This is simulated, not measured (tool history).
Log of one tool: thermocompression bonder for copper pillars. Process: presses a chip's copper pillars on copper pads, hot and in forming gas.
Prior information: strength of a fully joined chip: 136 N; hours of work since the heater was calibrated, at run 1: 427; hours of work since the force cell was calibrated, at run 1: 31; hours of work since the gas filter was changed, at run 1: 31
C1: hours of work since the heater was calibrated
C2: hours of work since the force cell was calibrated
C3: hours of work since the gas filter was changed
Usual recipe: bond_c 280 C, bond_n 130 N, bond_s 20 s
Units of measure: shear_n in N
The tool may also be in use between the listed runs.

Run 1, hour 0.0: usual settings; C1 427; C2 31; C3 31. Result: shear_n 88.6 N.
Run 2, hour 27.1: usual settings; C1 439; C2 43; C3 43. Result: shear_n 87.3 N.
Run 3, hour 47.7: usual settings; C1 448; C2 52; C3 52. Result: shear_n 87.4 N.
Run 4, hour 90.4: usual settings; C1 467; C2 71; C3 71. Result: shear_n 86.4 N.
Run 5, hour 108.7: usual settings; C1 475; C2 79; C3 79. Result: shear_n 87.4 N.
Run 6, hour 136.8: usual settings; C1 487; C2 91; C3 91. Result: shear_n 86.7 N.
Run 7, hour 173.0: usual settings; C1 503; C2 107; C3 107. Result: shear_n 86.9 N.
Run 8, hour 190.4: usual settings but bond_c 271 C; C1 511; C2 114; C3 114. Result: shear_n 78.5 N.
Run 9, hour 225.8: usual settings but bond_s 39 s; C1 526; C2 130; C3 130. Result: shear_n 102.5 N.
Run 10, hour 248.9: usual settings but bond_s 39 s; C1 536; C2 140; C3 140. Result: shear_n 99.4 N.
Run 11, hour 288.4: usual settings but bond_c 250 C; C1 553; C2 157; C3 157. Result: shear_n 59.9 N.
Run 12, hour 314.9: usual settings but bond_c 250 C; C1 565; C2 169; C3 169. Result: shear_n 59.9 N.
Run 13, hour 348.0: usual settings but bond_c 250 C; C1 579; C2 183; C3 183. Result: shear_n 59.7 N.
At hour 370.6: heater calibrated with a thermocouple chip.
Run 14, hour 370.6: usual settings but bond_n 87 N, bond_s 26 s; C1 0; C2 192; C3 192. Result: shear_n 69.4 N.
Run 15, hour 396.7: usual settings but bond_c 252 C, bond_n 81 N, bond_s 50 s; C1 11; C2 204; C3 204. Result: shear_n 58.7 N.
Run 16, hour 424.7: usual settings but bond_c 252 C, bond_n 81 N, bond_s 26 s; C1 24; C2 216; C3 216. Result: shear_n 44.6 N.
Run 17, hour 455.0: usual settings but bond_c 272 C, bond_n 81 N, bond_s 58 s; C1 37; C2 229; C3 229. Result: shear_n 78.2 N.
Run 18, hour 473.5: usual settings but bond_c 306 C, bond_n 148 N, bond_s 11 s; C1 45; C2 237; C3 237. Result: shear_n 91.4 N.
At hour 488.7: forming gas filter changed.
Run 19, hour 505.7: usual settings but bond_c 273 C, bond_s 16 s; C1 59; C2 251; C3 7. Result: shear_n 74.5 N.
Run 20, hour 524.7: usual settings but bond_n 160 N, bond_s 23 s; C1 67; C2 259; C3 16. Result: shear_n 98.8 N.
Run 21, hour 558.0: usual settings but bond_n 160 N, bond_s 23 s; C1 82; C2 274; C3 30. Result: shear_n 98.0 N.
Run 22, hour 598.4: usual settings but bond_n 119 N, bond_s 48 s; C1 99; C2 291; C3 48. Result: shear_n 102.6 N.
Run 23, hour 636.7: usual settings but bond_n 119 N, bond_s 48 s; C1 116; C2 308; C3 65. Result: shear_n 102.3 N.
Run 24, hour 673.3: usual settings but bond_c 308 C, bond_n 83 N, bond_s 26 s; C1 132; C2 324; C3 81. Result: shear_n 93.0 N.
Run 25, hour 712.9: usual settings but bond_c 266 C, bond_s 21 s; C1 149; C2 341; C3 98. Result: shear_n 72.7 N.
Run 26, hour 740.0: usual settings but bond_c 266 C, bond_s 21 s; C1 161; C2 353; C3 110. Result: shear_n 73.0 N.

Alternative continuations, all from the tool just after run 26; predict every row:
Run A, hour 763.0: usual settings but bond_c 298 C; C1 171; C2 363; C3 120. Result: shear_n ?.
Run B, hour 763.0: usual settings but bond_n 144 N; C1 171; C2 363; C3 120. Result: shear_n ?.
Run C, hour 763.0: usual settings but bond_c 266 C, bond_s 30 s; C1 171; C2 363; C3 120. Result: shear_n ?.
Run D, hour 763.0: usual settings but bond_c 255 C, bond_s 12 s; C1 171; C2 363; C3 120. Result: shear_n ?.

run  shear_n
  A     98.3
  B     89.5
  C     81.6
  D     52.3
Take away the tool's hidden state, keep each run's random variation, and the runs would have read:
run  shear_n
  A    101.7
  B     92.3
  C     83.9
  D     53.5
